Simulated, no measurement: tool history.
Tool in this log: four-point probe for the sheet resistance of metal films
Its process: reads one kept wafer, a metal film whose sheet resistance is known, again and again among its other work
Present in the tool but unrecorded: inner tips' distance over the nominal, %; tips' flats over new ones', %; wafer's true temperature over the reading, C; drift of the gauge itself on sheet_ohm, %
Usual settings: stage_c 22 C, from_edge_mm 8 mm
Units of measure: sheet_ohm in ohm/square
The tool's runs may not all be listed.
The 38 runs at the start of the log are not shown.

run    hour  stage_c  from_edge_mm  touches since the probe head was changed  hours of work since the stage's thermometer was calibrated  sheet_ohm
 39  2996.6       35            39                                     91031                                                        1371   1.694736
     3017.3  -- stage's thermometer calibrated
 40  3093.2       18             4                                     95474                                                          43    1.70585
 41    3197       26             6                                    100278                                                         102   1.699527
 42  3271.3       22            16                                    103713                                                         144   1.692925
 43  3334.5       31            20                                    106636                                                         180   1.694276
 44  3385.6       25            44                                    108997                                                         209   1.693534
 45  3459.6       29            60                                    112419                                                         251   1.693579
 46  3533.7       33            66                                    115845                                                         294   1.695134

3 ways to go on from here, each from the tool as it stands after run 46. What would each give?
  A  3611.1       33            16                                    119428                                                         338          ?
  B  3611.1       26             3                                    119428                                                         338          ?
  C  3611.1       23             6                                    119428                                                         338          ?

run  sheet_ohm
  A   1.694923
  B   1.718322
  C   1.699268
Stripped of hidden state, with their random variation kept, the same runs would have yielded:
run  sheet_ohm
  A   1.694821
  B   1.718219
  C   1.699167
